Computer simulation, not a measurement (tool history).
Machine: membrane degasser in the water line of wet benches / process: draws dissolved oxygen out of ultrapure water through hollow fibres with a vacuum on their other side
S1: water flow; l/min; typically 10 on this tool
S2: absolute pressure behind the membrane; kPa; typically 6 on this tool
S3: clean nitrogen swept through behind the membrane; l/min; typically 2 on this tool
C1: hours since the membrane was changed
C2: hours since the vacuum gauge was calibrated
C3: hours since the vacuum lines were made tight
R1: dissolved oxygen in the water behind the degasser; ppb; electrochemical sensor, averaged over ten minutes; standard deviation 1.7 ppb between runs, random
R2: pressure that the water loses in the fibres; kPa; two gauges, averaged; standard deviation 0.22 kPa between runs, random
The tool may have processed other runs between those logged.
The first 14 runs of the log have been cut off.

run	hour	S1	S2	S3	C1	C2	C3	R1	R2
# hour 3373.5: gauge calibrated
15	3481	10	6	2	18137	2513	12045	165.2	55.3
# hour 3595.7: seals of the vacuum lines changed
16	3710.9	10	6	2	18365	2741	115	163.2	54.49
17	3865.2	9	4.57	3.27	18519	2895	269	105.8	49.44
# hour 3898.3: membrane cartridge changed
18	4041	9	4.57	3.27	143	3067	441	103.9	49.62
19	4309.1	9	4.57	3.27	411	3335	709	101.9	48.91
20	4473.4	9	4.57	3.27	575	3499	874	103.9	48.96
21	4673.3	7	6	1.52	775	3699	1074	72.6	38.01
22	4924.5	8	6	1.52	1026	3950	1325	99.5	43.49
23	5073.7	10	4.2	4.66	1175	4099	1474	135.3	53.84
24	5231.3	15	4.46	1.59	1333	4257	1632	383.5	80.96
25	5382.7	10	14.9	2.76	1484	4408	1783	229.2	54.28
26	5734.6	11	8.25	2	1836	4760	2135	232.6	58.82
27	5993.7	11	8.25	2	2095	5019	2394	235.4	59.32
28	6157	11	8.25	2	2259	5183	2557	236.4	59.19
29	6329.3	15	5.13	2	2431	5355	2730	393.4	80.46
# hour 6446.7: vacuum gauge calibrated
30	6570.7	15	5.13	2	2672	124	2970	387.7	80.79
31	6886.5	10	10.21	2.38	2988	440	3286	197.3	53.23

Below are 4 alternative next runs, each starting from the tool's condition after run 31. Predict each:
A	7047.8	10	4.78	2	3149	601	3448	?	?
B	7047.8	10	6.72	5.27	3149	601	3448	?	?
C	7047.8	15	6	1.74	3149	601	3448	?	?
D	7047.8	10	12.4	1.1	3149	601	3448	?	?

run	R1	R2
A	149.4	53.22
B	143.9	53.73
C	414.4	79.79
D	323.4	53.49
The same runs, with their run-to-run variation unchanged, on a tool lacking any hidden condition would have given:
run	R1	R2
A	149.3	54.84
B	143.8	55.35
C	414.2	82.22
D	323.3	55.11

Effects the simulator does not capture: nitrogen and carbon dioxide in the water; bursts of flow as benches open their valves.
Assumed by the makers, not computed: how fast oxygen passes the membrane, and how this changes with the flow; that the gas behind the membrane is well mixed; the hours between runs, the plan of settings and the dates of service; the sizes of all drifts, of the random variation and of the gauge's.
